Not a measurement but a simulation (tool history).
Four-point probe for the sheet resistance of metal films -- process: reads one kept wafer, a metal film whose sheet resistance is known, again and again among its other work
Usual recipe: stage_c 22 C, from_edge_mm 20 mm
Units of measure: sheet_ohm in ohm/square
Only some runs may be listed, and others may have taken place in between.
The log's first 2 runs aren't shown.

| run | hour | stage_c | from_edge_mm | sheet_ohm |
|---|---|---|---|---|
| 3 | 48.5 | 22 | 20 | 7.424695 |
| 4 | 72.9 | 22 | 20 | 7.421638 |
| 5 | 95.3 | 22 | 20 | 7.422461 |
| 6 | 120.8 | 22 | 20 | 7.422728 |
| 7 | 131.1 | 21 | 20 | 7.42617 |
| 8 | 155.4 | 22 | 20 | 7.423939 |
| 9 | 171.4 | 22 | 42 | 7.42226 |
| 10 | 186.3 | 22 | 42 | 7.422044 |
| 11 | 204.9 | 22 | 42 | 7.419791 |
| 12 | 215.8 | 22 | 42 | 7.422656 |
| 13 | 234.5 | 22 | 12 | 7.42684 |
| 14 | 248 | 22 | 12 | 7.428539 |
| 15 | 261 | 22 | 5 | 7.460147 |
| 16 | 272.3 | 22 | 5 | 7.462268 |
| 17 | 292.7 | 22 | 20 | 7.425696 |
| 18 | 306 | 22 | 20 | 7.424488 |
| 19 | 326.9 | 22 | 26 | 7.423909 |
| 20 | 339.8 | 35 | 26 | 7.373837 |
| 21 | 350.6 | 35 | 26 | 7.374086 |
| 22 | 375.1 | 35 | 26 | 7.372231 |

Predict the results of run 23:
| 23 | 385.7 | 35 | 26 | ? |

sheet_ohm: 7.37482 ohm/square
Were there no unlogged condition in the tool, this run, its random variation unchanged, would have produced sheet_ohm 7.361153 ohm/square.

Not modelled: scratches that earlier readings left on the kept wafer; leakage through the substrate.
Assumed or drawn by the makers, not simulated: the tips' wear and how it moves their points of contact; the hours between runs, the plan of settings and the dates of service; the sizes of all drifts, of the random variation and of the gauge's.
